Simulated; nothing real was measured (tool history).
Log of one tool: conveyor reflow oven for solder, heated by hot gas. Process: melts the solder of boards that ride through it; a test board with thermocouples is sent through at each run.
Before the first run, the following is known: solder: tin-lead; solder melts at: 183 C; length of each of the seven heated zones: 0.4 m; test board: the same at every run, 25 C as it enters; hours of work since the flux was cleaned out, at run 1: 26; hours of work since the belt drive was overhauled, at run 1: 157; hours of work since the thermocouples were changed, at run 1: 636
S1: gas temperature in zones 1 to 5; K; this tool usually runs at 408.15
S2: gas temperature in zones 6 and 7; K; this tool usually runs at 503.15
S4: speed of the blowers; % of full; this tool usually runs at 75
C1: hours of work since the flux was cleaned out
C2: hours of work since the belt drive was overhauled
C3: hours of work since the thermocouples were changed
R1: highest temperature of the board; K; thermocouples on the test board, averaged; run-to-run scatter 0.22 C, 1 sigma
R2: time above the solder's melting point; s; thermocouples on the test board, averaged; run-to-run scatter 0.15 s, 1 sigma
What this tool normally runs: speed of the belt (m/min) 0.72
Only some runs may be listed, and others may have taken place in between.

{"run": 1, "hour": 0.0, "S1": 408.15, "S2": 503.15, "speed of the belt (m/min)": 0.72, "S4": 75, "C1": 26, "C2": 157, "C3": 636, "R1": 492.75, "R2": 52}
{"hour": 11.0, "done": "thermocouples of zones 6 and 7 changed"}
{"run": 2, "hour": 40.3, "S1": 408.15, "S2": 503.15, "speed of the belt (m/min)": 0.72, "S4": 75, "C1": 50, "C2": 181, "C3": 19, "R1": 492.45, "R2": 51.9}
{"run": 3, "hour": 68.5, "S1": 408.15, "S2": 503.15, "speed of the belt (m/min)": 0.72, "S4": 75, "C1": 68, "C2": 199, "C3": 37, "R1": 492.95, "R2": 51.9}
{"run": 4, "hour": 96.2, "S1": 408.15, "S2": 503.15, "speed of the belt (m/min)": 0.72, "S4": 75, "C1": 86, "C2": 217, "C3": 54, "R1": 493.05, "R2": 52}
{"run": 5, "hour": 132.8, "S1": 408.15, "S2": 503.15, "speed of the belt (m/min)": 0.72, "S4": 75, "C1": 109, "C2": 240, "C3": 78, "R1": 492.95, "R2": 52.1}
{"run": 6, "hour": 191.6, "S1": 408.15, "S2": 503.15, "speed of the belt (m/min)": 0.72, "S4": 75, "C1": 146, "C2": 277, "C3": 115, "R1": 492.85, "R2": 52.2}
{"hour": 212.7, "done": "flux residue cleaned out of gas plates and filters"}
{"run": 7, "hour": 244.6, "S1": 408.15, "S2": 503.15, "speed of the belt (m/min)": 0.72, "S4": 75, "C1": 20, "C2": 308, "C3": 146, "R1": 493.25, "R2": 51.9}
{"run": 8, "hour": 285.1, "S1": 408.15, "S2": 508.15, "speed of the belt (m/min)": 0.72, "S4": 75, "C1": 46, "C2": 334, "C3": 171, "R1": 497.15, "R2": 54.5}
{"run": 9, "hour": 313.1, "S1": 395.15, "S2": 503.15, "speed of the belt (m/min)": 0.72, "S4": 75, "C1": 64, "C2": 351, "C3": 189, "R1": 491.45, "R2": 47.6}
{"run": 10, "hour": 341.1, "S1": 395.15, "S2": 496.15, "speed of the belt (m/min)": 0.72, "S4": 75, "C1": 82, "C2": 369, "C3": 207, "R1": 485.05, "R2": 43.5}
{"run": 11, "hour": 386.0, "S1": 395.15, "S2": 494.15, "speed of the belt (m/min)": 0.72, "S4": 53, "C1": 110, "C2": 398, "C3": 236, "R1": 477.05, "R2": 34.8}
{"run": 12, "hour": 434.7, "S1": 402.15, "S2": 503.15, "speed of the belt (m/min)": 0.652, "S4": 75, "C1": 141, "C2": 429, "C3": 267, "R1": 493.95, "R2": 57.4}
{"hour": 464.2, "done": "flux residue cleaned out of gas plates and filters"}
{"run": 13, "hour": 501.0, "S1": 402.15, "S2": 506.15, "speed of the belt (m/min)": 0.652, "S4": 58, "C1": 23, "C2": 468, "C3": 306, "R1": 493.15, "R2": 56.1}
{"run": 14, "hour": 543.7, "S1": 402.15, "S2": 506.15, "speed of the belt (m/min)": 0.652, "S4": 58, "C1": 51, "C2": 495, "C3": 333, "R1": 493.45, "R2": 55.6}
{"run": 15, "hour": 592.8, "S1": 395.15, "S2": 503.15, "speed of the belt (m/min)": 0.72, "S4": 89, "C1": 82, "C2": 526, "C3": 364, "R1": 493.95, "R2": 50.3}
{"run": 16, "hour": 638.6, "S1": 399.15, "S2": 495.15, "speed of the belt (m/min)": 0.703, "S4": 80, "C1": 111, "C2": 556, "C3": 393, "R1": 485.85, "R2": 47}
{"run": 17, "hour": 664.5, "S1": 399.15, "S2": 495.15, "speed of the belt (m/min)": 0.703, "S4": 80, "C1": 128, "C2": 572, "C3": 410, "R1": 486.15, "R2": 47.3}
{"hour": 715.9, "done": "flux residue cleaned out of gas plates and filters"}
{"run": 18, "hour": 726.0, "S1": 399.15, "S2": 503.15, "speed of the belt (m/min)": 0.662, "S4": 60, "C1": 6, "C2": 608, "C3": 446, "R1": 490.85, "R2": 52}
{"run": 19, "hour": 758.6, "S1": 408.15, "S2": 503.15, "speed of the belt (m/min)": 0.636, "S4": 75, "C1": 27, "C2": 629, "C3": 466, "R1": 495.95, "R2": 61.5}

4 options for the next run, each taken on its own from the tool as it stands now. Forecast them:
{"run": "A", "hour": 813.3, "S1": 408.15, "S2": 499.15, "speed of the belt (m/min)": 0.636, "S4": 75, "C1": 62, "C2": 664, "C3": 501, "R1": "?", "R2": "?"}
{"run": "B", "hour": 813.3, "S1": 404.15, "S2": 498.15, "speed of the belt (m/min)": 0.72, "S4": 75, "C1": 62, "C2": 664, "C3": 501, "R1": "?", "R2": "?"}
{"run": "C", "hour": 813.3, "S1": 419.15, "S2": 492.15, "speed of the belt (m/min)": 0.72, "S4": 75, "C1": 62, "C2": 664, "C3": 501, "R1": "?", "R2": "?"}
{"run": "D", "hour": 813.3, "S1": 408.15, "S2": 515.15, "speed of the belt (m/min)": 0.787, "S4": 67, "C1": 62, "C2": 664, "C3": 501, "R1": "?", "R2": "?"}

run=A R1=491.75 R2=59.1
run=B R1=487.75 R2=47.9
run=C R1=484.15 R2=50.1
run=D R1=499.35 R2=50
With no hidden state in the tool, these same runs would have given:
run=A R1=491.75 R2=59.1
run=B R1=487.85 R2=47.9
run=C R1=484.25 R2=50.1
run=D R1=499.35 R2=50
